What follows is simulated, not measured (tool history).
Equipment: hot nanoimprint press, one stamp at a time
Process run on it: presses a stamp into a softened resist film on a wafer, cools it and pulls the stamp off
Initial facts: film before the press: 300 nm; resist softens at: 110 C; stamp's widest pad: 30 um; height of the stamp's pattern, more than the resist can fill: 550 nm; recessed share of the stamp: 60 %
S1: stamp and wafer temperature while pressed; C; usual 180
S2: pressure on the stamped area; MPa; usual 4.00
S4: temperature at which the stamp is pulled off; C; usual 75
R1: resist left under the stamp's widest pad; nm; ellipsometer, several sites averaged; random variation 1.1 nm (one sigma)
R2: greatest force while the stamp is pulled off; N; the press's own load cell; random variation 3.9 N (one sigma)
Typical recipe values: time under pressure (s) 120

{"run": 1, "hour": 0.0, "S1": 180, "S2": 4.0, "time under pressure (s)": 120, "S4": 75, "R1": 159.0, "R2": 211}
{"run": 2, "hour": 15.2, "S1": 180, "S2": 4.0, "time under pressure (s)": 120, "S4": 75, "R1": 158.6, "R2": 213}
{"run": 3, "hour": 24.0, "S1": 180, "S2": 4.0, "time under pressure (s)": 120, "S4": 75, "R1": 158.8, "R2": 208}
{"run": 4, "hour": 31.1, "S1": 180, "S2": 4.0, "time under pressure (s)": 120, "S4": 75, "R1": 158.9, "R2": 218}
{"run": 5, "hour": 44.2, "S1": 180, "S2": 4.1, "time under pressure (s)": 120, "S4": 75, "R1": 159.8, "R2": 210}
{"run": 6, "hour": 58.0, "S1": 180, "S2": 4.1, "time under pressure (s)": 120, "S4": 75, "R1": 158.7, "R2": 216}
{"run": 7, "hour": 67.2, "S1": 180, "S2": 4.0, "time under pressure (s)": 120, "S4": 75, "R1": 161.4, "R2": 207}
{"run": 8, "hour": 80.0, "S1": 180, "S2": 4.0, "time under pressure (s)": 120, "S4": 75, "R1": 159.5, "R2": 213}
{"run": 9, "hour": 94.4, "S1": 180, "S2": 3.43, "time under pressure (s)": 120, "S4": 75, "R1": 170.0, "R2": 219}
{"run": 10, "hour": 108.6, "S1": 180, "S2": 3.43, "time under pressure (s)": 120, "S4": 75, "R1": 170.3, "R2": 211}
{"run": 11, "hour": 115.6, "S1": 180, "S2": 3.43, "time under pressure (s)": 120, "S4": 75, "R1": 169.8, "R2": 219}
{"run": 12, "hour": 126.5, "S1": 180, "S2": 4.0, "time under pressure (s)": 120, "S4": 75, "R1": 158.6, "R2": 223}
{"run": 13, "hour": 142.5, "S1": 180, "S2": 4.0, "time under pressure (s)": 120, "S4": 75, "R1": 160.0, "R2": 230}
{"run": 14, "hour": 150.9, "S1": 180, "S2": 4.0, "time under pressure (s)": 120, "S4": 75, "R1": 158.1, "R2": 226}
{"run": 15, "hour": 159.1, "S1": 182, "S2": 4.0, "time under pressure (s)": 120, "S4": 75, "R1": 145.2, "R2": 224}
{"run": 16, "hour": 167.3, "S1": 191, "S2": 2.64, "time under pressure (s)": 179, "S4": 66, "R1": 101.3, "R2": 273}
{"run": 17, "hour": 183.9, "S1": 191, "S2": 2.64, "time under pressure (s)": 179, "S4": 66, "R1": 101.8, "R2": 273}
{"run": 18, "hour": 193.4, "S1": 191, "S2": 3.05, "time under pressure (s)": 142, "S4": 71, "R1": 102.5, "R2": 256}

Predict the results of run 19:
{"run": 19, "hour": 200.7, "S1": 192, "S2": 4.0, "time under pressure (s)": 61, "S4": 65, "R1": "?", "R2": "?"}

{"run 19": {"R1": 116.8, "R2": 281}}
The same run, on a tool lacking any hidden state, would have yielded R1 116.6 nm, R2 227 N.
